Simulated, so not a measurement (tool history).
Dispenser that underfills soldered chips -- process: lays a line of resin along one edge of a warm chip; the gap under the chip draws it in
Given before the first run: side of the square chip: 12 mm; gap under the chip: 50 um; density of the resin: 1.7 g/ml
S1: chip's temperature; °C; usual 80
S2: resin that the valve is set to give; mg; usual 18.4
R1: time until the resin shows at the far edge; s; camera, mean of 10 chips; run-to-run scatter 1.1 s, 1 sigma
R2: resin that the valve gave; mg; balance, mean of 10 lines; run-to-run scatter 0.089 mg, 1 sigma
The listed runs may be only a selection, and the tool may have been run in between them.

Run 1, hour 0: usual settings. Result: R1 147.3 s, R2 17.97 mg.
At hour 5.3: new syringe of resin.
Run 2, hour 6.3: usual settings. Result: R1 106.8 s, R2 18.02 mg.
Run 3, hour 12.6: usual settings. Result: R1 132.5 s, R2 17.98 mg.
Run 4, hour 18.4: usual settings. Result: R1 160.3 s, R2 17.99 mg.
At hour 20.8: new syringe of resin.
Run 5, hour 24.2: usual settings. Result: R1 116.3 s, R2 18.01 mg.
At hour 29.1: dispensing valve cleaned and set on the balance.
Run 6, hour 29.1: usual settings but S1 83 °C. Result: R1 122.3 s, R2 18.46 mg.
Run 7, hour 32.1: usual settings but S1 83 °C. Result: R1 133.3 s, R2 18.44 mg.
Run 8, hour 34.9: usual settings but S1 83 °C. Result: R1 147.4 s, R2 18.27 mg.
At hour 37.6: new syringe of resin.
Run 9, hour 39.7: usual settings but S1 83 °C. Result: R1 105 s, R2 18.47 mg.
Run 10, hour 46.4: usual settings but S1 83 °C. Result: R1 131.6 s, R2 18.28 mg.
Run 11, hour 52.4: usual settings but S1 83 °C. Result: R1 156.6 s, R2 18.37 mg.
At hour 53.1: new syringe of resin.
Run 12, hour 58.7: usual settings but S1 83 °C. Result: R1 113.1 s, R2 18.27 mg.
Run 13, hour 65.3: usual settings but S1 83 °C. Result: R1 142.2 s, R2 18.17 mg.
At hour 68.9: new syringe of resin.
Run 14, hour 69.9: usual settings but S1 83 °C. Result: R1 101.1 s, R2 18.13 mg.
Run 15, hour 75.9: usual settings but S1 83 °C. Result: R1 123.1 s, R2 18.13 mg.
Run 16, hour 80.6: usual settings but S2 21.7 mg. Result: R1 150.8 s, R2 21.45 mg.
At hour 84.3: new syringe of resin.
Run 17, hour 85.7: usual settings but S2 21.7 mg. Result: R1 107.9 s, R2 21.48 mg.
Run 18, hour 91.7: usual settings but S2 21.7 mg. Result: R1 131.3 s, R2 21.23 mg.
Run 19, hour 94.7: usual settings but S2 21.7 mg. Result: R1 140.7 s, R2 21.22 mg.
At hour 99.8: new syringe of resin.
Run 20, hour 101.5: usual settings but S2 21.7 mg. Result: R1 108.2 s, R2 21.4 mg.
Run 21, hour 107.5: usual settings but S1 93 °C, S2 16.3 mg. Result: R1 95.2 s, R2 15.93 mg.
Run 22, hour 111: usual settings but S1 75 °C, S2 23.9 mg. Result: R1 167.3 s, R2 23.35 mg.
At hour 115.4: new syringe of resin.
Run 23, hour 115.4: usual settings but S1 88 °C, S2 18.2 mg. Result: R1 83 s, R2 17.78 mg.
Run 24, hour 120.3: usual settings but S1 71 °C, S2 21.4 mg. Result: R1 161.6 s, R2 20.86 mg.
Run 25, hour 125.8: usual settings but S1 90 °C, S2 21.4 mg. Result: R1 106.1 s, R2 20.75 mg.
At hour 129.2: dispensing valve cleaned and set on the balance.
At hour 132.1: new syringe of resin.
Run 26, hour 132.2: usual settings but S2 21.4 mg. Result: R1 102.3 s, R2 21.35 mg.
Run 27, hour 137.6: usual settings but S1 85 °C, S2 21.5 mg. Result: R1 103.5 s, R2 21.08 mg.
Run 28, hour 142.9: usual settings but S1 85 °C, S2 16.2 mg. Result: R1 129.7 s, R2 16.21 mg.
Run 29, hour 146: usual settings but S1 93 °C, S2 18.8 mg. Result: R1 111.6 s, R2 18.81 mg.
At hour 147.3: new syringe of resin.
Run 30, hour 152.7: usual settings but S1 75 °C, S2 16.7 mg. Result: R1 148 s, R2 16.67 mg.
Run 31, hour 157.4: usual settings but S2 21.3 mg. Result: R1 142.9 s, R2 21.1 mg.
At hour 162.7: new syringe of resin.
Run 32, hour 164: usual settings but S2 21.3 mg. Result: R1 108.7 s, R2 21.22 mg.
Run 33, hour 167.5: usual settings but S1 87 °C, S2 20.7 mg. Result: R1 97.8 s, R2 20.46 mg.
Run 34, hour 171.5: usual settings but S1 92 °C, S2 21 mg. Result: R1 96.9 s, R2 20.68 mg.
Run 35, hour 177: usual settings but S1 92 °C, S2 21 mg. Result: R1 114.8 s, R2 20.62 mg.
At hour 177.9: new syringe of resin.
Run 36, hour 182.7: usual settings but S1 93 °C, S2 16.4 mg. Result: R1 85.7 s, R2 16.23 mg.

4 options for the next run, each taken on its own from the tool as it stands now. Forecast them:
Run A, hour 185.5: usual settings but S1 92 °C, S2 16.8 mg. Result: R1 ?, R2 ?.
Run B, hour 185.5: usual settings but S1 86 °C, S2 22.4 mg. Result: R1 ?, R2 ?.
Run C, hour 185.5: usual settings but S1 89 °C. Result: R1 ?, R2 ?.
Run D, hour 185.5: usual settings but S1 85 °C, S2 19.1 mg. Result: R1 ?, R2 ?.

run     R1     R2
  A   96.8  16.45
  B  110.5  22.08
  C  103.7  18.18
  D  114.8   18.8
Without the tool's unlogged condition, the same runs would have read:
run    R1     R2
  A  77.3  16.73
  B  88.5  22.45
  C  82.8  18.49
  D  91.9  19.12
